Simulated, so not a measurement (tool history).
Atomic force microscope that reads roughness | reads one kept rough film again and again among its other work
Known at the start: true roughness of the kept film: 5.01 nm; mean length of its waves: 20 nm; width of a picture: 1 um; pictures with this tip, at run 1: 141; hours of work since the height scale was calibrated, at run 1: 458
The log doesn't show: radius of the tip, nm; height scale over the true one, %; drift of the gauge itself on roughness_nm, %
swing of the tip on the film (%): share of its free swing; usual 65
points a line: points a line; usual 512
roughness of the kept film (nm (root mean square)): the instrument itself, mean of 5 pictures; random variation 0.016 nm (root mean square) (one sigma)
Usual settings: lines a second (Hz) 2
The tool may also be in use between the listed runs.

run,hour,lines a second (Hz),swing of the tip on the film (%),points a line,pictures with this tip,hours of work since the height scale was calibrated,roughness of the kept film (nm (root mean square))
1,0,2,65,512,141,458,2.705
2,10.2,0.76,65,512,152,464,2.728
3,31,0.76,65,512,175,477,2.598
4,52,0.76,65,512,198,490,2.497
5,68.8,0.76,65,512,217,501,2.426
6,86,0.76,65,512,236,511,2.352
7,98.3,2,65,512,250,519,2.209
# hour 107: new tip fitted
8,119.4,2,65,512,13,532,3.628
9,133.9,2,65,700,29,541,3.501
10,146.3,2,65,700,43,548,3.369
11,158.2,2,65,700,56,556,3.261
12,178.1,2,65,512,78,568,3.06
13,197.6,2,65,512,100,580,2.894
14,217.5,1.93,65,512,122,593,2.782
15,233.4,2,65,512,139,603,2.676
16,243,2,65,512,150,609,2.617
17,257.6,2,65,512,166,618,2.555
18,276,2,65,512,186,629,2.466
19,294.8,2,84,512,207,641,2.148
20,307.1,2,84,512,221,648,2.089
21,325,2,84,806,240,659,2.048
# hour 342.5: new tip fitted
22,345.5,2,65,940,4,672,3.716
23,356.7,2,65,940,16,679,3.584
24,372.2,1.96,59,367,33,688,3.43
25,390.9,2,65,311,54,700,3.17
26,411.2,2,65,311,76,713,2.999
27,429,2,73,311,96,724,2.789
28,450.3,0.65,65,553,119,737,2.893
29,466.7,0.65,65,280,137,747,2.734
30,479.1,2.72,65,512,151,755,2.561
31,500.8,2.58,65,307,175,768,2.391
32,516.6,1.08,86,771,192,778,2.325
33,526.4,1.08,86,771,203,784,2.268
34,541.1,1.08,86,771,220,793,2.19
35,554.8,1.94,80,330,235,802,2.033
36,569.9,2,65,296,251,811,2.131
# hour 578.1: new tip fitted
37,589.2,2,65,296,12,823,3.527
38,602.7,0.71,65,873,27,832,3.582
39,625.4,0.71,65,873,52,846,3.324

Some steps in roughness of the kept film (nm (root mean square)) between neighbouring runs. How much of each would the tool show without its hidden state too (settings, what came in, random variation), and how much is left for the hidden state, with any gauge scatter that isn't in both results?
Run 7 -> 8: new tip fitted. roughness of the kept film (nm (root mean square)) +1.419: hidden state +1.439, all else -0.02.
Run 21 -> 22: swing of the tip on the film (%) 84 -> 65, points a line 806 -> 940, new tip fitted. roughness of the kept film (nm (root mean square)) +1.668: hidden state +1.291, all else +0.377.
Run 36 -> 37: new tip fitted. roughness of the kept film (nm (root mean square)) +1.396: hidden state +1.422, all else -0.026.
